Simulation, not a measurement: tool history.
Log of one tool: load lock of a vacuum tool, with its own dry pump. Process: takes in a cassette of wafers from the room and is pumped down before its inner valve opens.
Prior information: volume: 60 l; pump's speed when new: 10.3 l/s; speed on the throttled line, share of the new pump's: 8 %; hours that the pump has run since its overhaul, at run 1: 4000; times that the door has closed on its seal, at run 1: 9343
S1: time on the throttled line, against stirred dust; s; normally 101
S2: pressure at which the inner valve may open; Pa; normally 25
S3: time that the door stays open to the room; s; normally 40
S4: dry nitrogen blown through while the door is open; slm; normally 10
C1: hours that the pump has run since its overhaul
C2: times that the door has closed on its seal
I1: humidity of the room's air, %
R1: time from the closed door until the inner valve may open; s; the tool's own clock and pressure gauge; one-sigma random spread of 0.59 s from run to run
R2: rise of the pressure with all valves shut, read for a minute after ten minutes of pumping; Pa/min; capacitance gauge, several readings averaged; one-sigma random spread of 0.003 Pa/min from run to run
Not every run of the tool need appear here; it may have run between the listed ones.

{"run": 1, "hour": 0.0, "S1": 101, "S2": 25, "S3": 40, "S4": 10, "C1": 4000, "C2": 9343, "I1": 44.7, "R1": 140.7, "R2": 0.066}
{"run": 2, "hour": 64.3, "S1": 101, "S2": 25, "S3": 40, "S4": 10, "C1": 4064, "C2": 9609, "I1": 43.9, "R1": 141.8, "R2": 0.07}
{"run": 3, "hour": 159.8, "S1": 101, "S2": 25, "S3": 40, "S4": 45, "C1": 4159, "C2": 10004, "I1": 41.9, "R1": 142.3, "R2": 0.058}
{"run": 4, "hour": 274.3, "S1": 101, "S2": 25, "S3": 40, "S4": 45, "C1": 4274, "C2": 10478, "I1": 42.8, "R1": 142.1, "R2": 0.063}
{"run": 5, "hour": 359.9, "S1": 101, "S2": 25, "S3": 40, "S4": 45, "C1": 4360, "C2": 10832, "I1": 44.9, "R1": 142.9, "R2": 0.066}
{"run": 6, "hour": 427.5, "S1": 101, "S2": 25, "S3": 130, "S4": 10, "C1": 4427, "C2": 11111, "I1": 46.5, "R1": 142.5, "R2": 0.097}
{"run": 7, "hour": 502.3, "S1": 101, "S2": 25, "S3": 130, "S4": 10, "C1": 4502, "C2": 11420, "I1": 46.3, "R1": 141.6, "R2": 0.099}
{"run": 8, "hour": 641.3, "S1": 101, "S2": 25, "S3": 40, "S4": 10, "C1": 4641, "C2": 11995, "I1": 45.5, "R1": 141.6, "R2": 0.085}
{"run": 9, "hour": 726.6, "S1": 101, "S2": 25, "S3": 40, "S4": 10, "C1": 4726, "C2": 12348, "I1": 45.3, "R1": 141.8, "R2": 0.087}
{"run": 10, "hour": 815.4, "S1": 140, "S2": 25, "S3": 40, "S4": 10, "C1": 4815, "C2": 12715, "I1": 43.6, "R1": 177.7, "R2": 0.088}
{"run": 11, "hour": 925.1, "S1": 101, "S2": 25, "S3": 40, "S4": 10, "C1": 4925, "C2": 13168, "I1": 43.4, "R1": 142.4, "R2": 0.095}
{"run": 12, "hour": 1024.8, "S1": 101, "S2": 25, "S3": 40, "S4": 10, "C1": 5024, "C2": 13581, "I1": 44.7, "R1": 142.3, "R2": 0.099}
{"run": 13, "hour": 1105.0, "S1": 101, "S2": 25, "S3": 40, "S4": 10, "C1": 5105, "C2": 13912, "I1": 43.8, "R1": 141.9, "R2": 0.102}
{"run": 14, "hour": 1178.1, "S1": 101, "S2": 25, "S3": 40, "S4": 10, "C1": 5178, "C2": 14214, "I1": 44.8, "R1": 142.1, "R2": 0.104}
{"run": 15, "hour": 1293.4, "S1": 86, "S2": 25, "S3": 40, "S4": 10, "C1": 5293, "C2": 14691, "I1": 45.3, "R1": 127.8, "R2": 0.1}

For run 16, what comes out?
{"run": 16, "hour": 1389.3, "S1": 94, "S2": 26, "S3": 37, "S4": 8, "C1": 5389, "C2": 15087, "I1": 45.4, "R1": "?", "R2": "?"}

{"run 16": {"R1": 135.1, "R2": 0.114}}
If the tool had no hidden condition, the same run with the same run-to-run variation would have returned R1 133.8 s, R2 0.026 Pa/min.
